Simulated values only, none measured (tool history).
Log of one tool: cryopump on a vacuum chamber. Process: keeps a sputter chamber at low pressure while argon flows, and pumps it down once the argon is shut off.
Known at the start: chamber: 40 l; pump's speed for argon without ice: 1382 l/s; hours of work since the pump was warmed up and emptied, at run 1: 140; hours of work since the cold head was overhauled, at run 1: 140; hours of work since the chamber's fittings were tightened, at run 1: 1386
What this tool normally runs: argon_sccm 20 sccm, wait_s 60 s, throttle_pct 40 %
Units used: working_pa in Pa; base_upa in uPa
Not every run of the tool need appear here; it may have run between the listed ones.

| run | day | argon_sccm | wait_s | throttle_pct | hours of work since the pump was warmed up and emptied | hours of work since the cold head was overhauled | hours of work since the chamber's fittings were tightened | working_pa | base_upa |
|---|---|---|---|---|---|---|---|---|---|
| 1 | 0 | 20 | 60 | 40 | 140 | 140 | 1386 | 0.0631 | 1.79 |
| 2 | 1.3 | 20 | 60 | 40 | 161 | 161 | 1407 | 0.0631 | 1.8 |
| 3 | 2.688 | 20 | 63 | 40 | 185 | 185 | 1431 | 0.0637 | 1.76 |
| 4 | 3.583 | 20 | 63 | 40 | 200 | 200 | 1446 | 0.064 | 1.75 |
| 5 | 4.833 | 20 | 63 | 40 | 220 | 220 | 1466 | 0.0641 | 1.77 |
| 6 | 6.275 | 20 | 63 | 40 | 245 | 245 | 1491 | 0.0656 | 1.82 |
| 7 | 7.429 | 20 | 63 | 40 | 264 | 264 | 1510 | 0.0653 | 1.81 |
| 8 | 8.612 | 20 | 63 | 40 | 284 | 284 | 1530 | 0.0657 | 1.9 |
| 9 | 10.067 | 20 | 63 | 40 | 308 | 308 | 1554 | 0.067 | 1.86 |
| 10 | 10.996 | 20 | 63 | 40 | 324 | 324 | 1570 | 0.067 | 1.82 |
| 11 | 12.238 | 20 | 63 | 40 | 344 | 344 | 1590 | 0.0672 | 1.87 |
| 12 | 13.021 | 20 | 60 | 40 | 357 | 357 | 1603 | 0.067 | 1.91 |
| 13 | 13.621 | 20 | 60 | 40 | 367 | 367 | 1613 | 0.0676 | 1.97 |
| 14 | 14.479 | 20 | 60 | 40 | 382 | 382 | 1628 | 0.0683 | 1.92 |
| 15 | 15.817 | 20 | 60 | 40 | 404 | 404 | 1650 | 0.0677 | 1.98 |
|  | 16.221 | pump warmed up, emptied and cooled again |
| 16 | 17.362 | 20 | 60 | 40 | 19 | 427 | 1673 | 0.0618 | 1.76 |
| 17 | 18.454 | 39 | 60 | 40 | 37 | 445 | 1691 | 0.1194 | 1.77 |
| 18 | 19.708 | 39 | 60 | 40 | 58 | 466 | 1712 | 0.1225 | 1.84 |
| 19 | 21.117 | 38 | 60 | 59 | 82 | 489 | 1735 | 0.0814 | 1.87 |
| 20 | 21.792 | 38 | 35 | 42 | 93 | 501 | 1747 | 0.1136 | 2.56 |
|  | 22.654 | leaking fittings of the chamber tightened, without venting |
| 21 | 23.338 | 19 | 250 | 23 | 118 | 525 | 11 | 0.1023 | 0.48 |
| 22 | 24.5 | 34 | 250 | 26 | 137 | 545 | 31 | 0.1645 | 0.48 |
| 23 | 25.417 | 34 | 250 | 26 | 152 | 560 | 46 | 0.1641 | 0.53 |
| 24 | 26.479 | 34 | 40 | 17 | 170 | 578 | 64 | 0.2476 | 1.78 |
| 25 | 27.246 | 9 | 60 | 40 | 183 | 591 | 77 | 0.0295 | 1.29 |
| 26 | 28.283 | 9 | 60 | 40 | 200 | 608 | 94 | 0.0298 | 1.25 |
| 27 | 29.162 | 9 | 60 | 40 | 215 | 623 | 109 | 0.0288 | 1.28 |
| 28 | 30.562 | 9 | 92 | 40 | 239 | 646 | 132 | 0.0292 | 0.95 |
| 29 | 31.358 | 12 | 43 | 40 | 252 | 659 | 146 | 0.0395 | 1.73 |
| 30 | 31.962 | 12 | 43 | 50 | 262 | 669 | 156 | 0.0316 | 1.68 |
| 31 | 33.333 | 19 | 57 | 43 | 285 | 692 | 179 | 0.0583 | 1.38 |
| 32 | 34.108 | 11 | 168 | 43 | 298 | 705 | 192 | 0.0339 | 0.7 |
| 33 | 35.121 | 8 | 26 | 35 | 315 | 722 | 209 | 0.0298 | 2.58 |

Consider 4 possible next runs. They are alternatives, not a sequence: every one starts from the tool as it was left by run 33. What does each give?
| A | 35.958 | 22 | 60 | 23 | 329 | 736 | 223 | ? | ? |
| B | 35.958 | 23 | 60 | 40 | 329 | 736 | 223 | ? | ? |
| C | 35.958 | 33 | 26 | 18 | 329 | 736 | 223 | ? | ? |
| D | 35.958 | 8 | 57 | 35 | 329 | 736 | 223 | ? | ? |

| run | working_pa | base_upa |
|---|---|---|
| A | 0.1216 | 1.33 |
| B | 0.0762 | 1.32 |
| C | 0.2324 | 2.71 |
| D | 0.0294 | 1.44 |
Had the tool no hidden state, the same runs would have come out as:
| run | working_pa | base_upa |
|---|---|---|
| A | 0.1158 | 1.18 |
| B | 0.07 | 1.17 |
| C | 0.2237 | 2.56 |
| D | 0.0272 | 1.29 |

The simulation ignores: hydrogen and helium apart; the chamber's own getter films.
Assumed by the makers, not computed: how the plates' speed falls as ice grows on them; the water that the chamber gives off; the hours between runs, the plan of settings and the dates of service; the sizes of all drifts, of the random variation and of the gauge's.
